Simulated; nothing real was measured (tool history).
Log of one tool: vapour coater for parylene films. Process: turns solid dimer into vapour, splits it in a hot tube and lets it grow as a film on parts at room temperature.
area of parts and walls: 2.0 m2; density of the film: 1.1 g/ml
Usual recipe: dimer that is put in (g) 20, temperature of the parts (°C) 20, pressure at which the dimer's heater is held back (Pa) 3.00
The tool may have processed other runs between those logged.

run,day,dimer that is put in (g),temperature of the parts (°C),pressure at which the dimer's heater is held back (Pa),thickness of the film (um)
1,0.000,20,20,3.00,7.13
2,1.162,20,20,3.00,7.15
3,2.296,20,20,3.00,7.16
4,3.500,20,20,3.00,7.18
5,5.296,20,20,3.00,7.18
6,6.188,20,20,4.76,6.38
7,7.850,15,20,3.00,5.36
8,8.962,12,20,3.00,4.26
9,9.946,12,17,3.00,4.66
10,11.496,12,17,3.00,4.65
11,12.512,20,30,3.00,5.22
12,14.283,20,30,3.00,5.17
13,15.550,22,20,3.00,7.87
14,17.150,22,20,3.00,7.81
15,19.033,9,20,11.15,2.29
16,20.050,36,20,6.32,10.62

The next listed run, before its measurement:
17,22.046,36,20,6.32,?

{"run 17": {"thickness of the film (um)": 10.55}}
Minus the tool's unlogged condition, the same run would have read thickness of the film (um) 10.52.

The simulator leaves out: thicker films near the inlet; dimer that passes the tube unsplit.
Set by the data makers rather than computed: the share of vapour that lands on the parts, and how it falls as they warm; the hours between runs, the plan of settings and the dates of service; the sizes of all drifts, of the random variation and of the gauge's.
